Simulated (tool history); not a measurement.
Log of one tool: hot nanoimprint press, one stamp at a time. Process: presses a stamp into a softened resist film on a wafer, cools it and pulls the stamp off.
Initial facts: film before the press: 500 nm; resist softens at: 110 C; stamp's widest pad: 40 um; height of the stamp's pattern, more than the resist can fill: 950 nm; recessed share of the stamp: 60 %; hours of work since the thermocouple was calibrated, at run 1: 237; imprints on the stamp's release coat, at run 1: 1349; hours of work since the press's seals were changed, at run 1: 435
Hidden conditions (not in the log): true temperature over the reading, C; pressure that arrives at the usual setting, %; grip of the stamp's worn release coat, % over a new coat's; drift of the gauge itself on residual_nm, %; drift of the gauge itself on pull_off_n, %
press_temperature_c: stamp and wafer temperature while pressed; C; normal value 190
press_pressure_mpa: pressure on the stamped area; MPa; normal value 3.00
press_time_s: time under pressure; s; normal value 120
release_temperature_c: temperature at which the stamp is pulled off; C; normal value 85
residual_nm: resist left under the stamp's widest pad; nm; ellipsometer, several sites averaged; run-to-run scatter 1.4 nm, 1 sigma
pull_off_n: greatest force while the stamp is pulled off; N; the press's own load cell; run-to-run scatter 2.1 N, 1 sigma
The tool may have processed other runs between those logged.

run,hour,press_temperature_c,press_pressure_mpa,press_time_s,release_temperature_c,hours of work since the thermocouple was calibrated,imprints on the stamp's release coat,hours of work since the press's seals were changed,residual_nm,pull_off_n
1,0.0,190,3.00,120,85,237,1349,435,297.4,92
2,16.1,190,3.00,126,85,250,1421,447,294.6,91
3,33.2,190,3.00,126,85,263,1497,461,289.1,89
4,50.5,190,3.00,126,85,276,1574,474,291.2,91
5,65.9,190,3.00,126,85,288,1643,486,289.9,95
6,73.3,190,3.00,126,85,294,1675,492,290.8,93
7,88.6,190,3.00,120,85,306,1743,504,292.6,92
8,96.8,190,3.00,120,89,313,1780,510,291.9,85
9,107.0,190,3.00,120,89,320,1825,518,292.9,84
10,123.5,190,3.00,120,89,333,1898,531,290.2,86
# hour 136.4: plate thermocouple calibrated
11,139.5,190,3.00,120,89,2,1956,541,290.3,87
# hour 152.3: stamp cleaned and given a new release coat
12,152.9,190,3.00,120,89,8,3,547,289.9,86
13,161.8,190,3.00,120,89,15,43,554,292.5,87
# hour 164.9: gauge calibrated
14,175.6,190,3.00,120,89,26,104,565,296.0,85
15,183.8,190,3.00,120,89,32,141,571,294.7,84
16,199.7,190,2.71,120,76,45,211,584,304.9,103
17,208.8,190,2.71,120,76,52,252,591,306.3,105
18,222.7,190,3.00,118,85,63,314,602,297.3,94
19,231.0,190,3.00,118,85,69,350,608,295.7,90
20,242.9,195,3.56,159,89,78,404,617,208.9,85
21,250.6,190,3.00,120,71,84,438,623,295.9,112
22,262.9,185,3.00,120,91,94,492,633,335.4,88
23,271.7,179,1.95,88,79,101,532,640,434.3,100
24,282.6,195,3.47,179,87,109,580,648,202.0,86
25,290.6,195,3.47,179,93,116,616,655,201.3,83
26,303.2,195,3.84,179,83,126,672,665,191.2,95
27,317.3,190,3.00,235,85,137,734,676,231.5,90
28,331.3,187,2.41,120,85,147,797,686,340.1,92
29,347.7,184,3.00,120,81,160,870,699,341.0,98
30,358.9,190,2.47,120,85,169,919,708,307.0,87

Subtracting, for every run, the result it would have given without the tool's unlogged condition from the measured result gives the following. The same run-to-run variation enters both numbers; the gauge's scatter may not:
run,residual_nm
1,-0.2
2,-1.0
3,-1.7
4,-2.5
5,-3.2
6,-3.5
7,-4.3
8,-4.7
9,-5.2
10,-5.9
11,-5.8
12,-6.2
13,-6.7
14,-0.3
15,-0.7
16,-1.6
17,-2.0
18,-2.5
19,-2.9
20,-2.4
21,-3.9
22,-5.0
23,-7.1
24,-3.6
25,-3.8
26,-4.0
27,-5.5
28,-8.8
29,-9.7
30,-9.4
pull_off_n: differs from the measured result by no more than 1 N in any run.
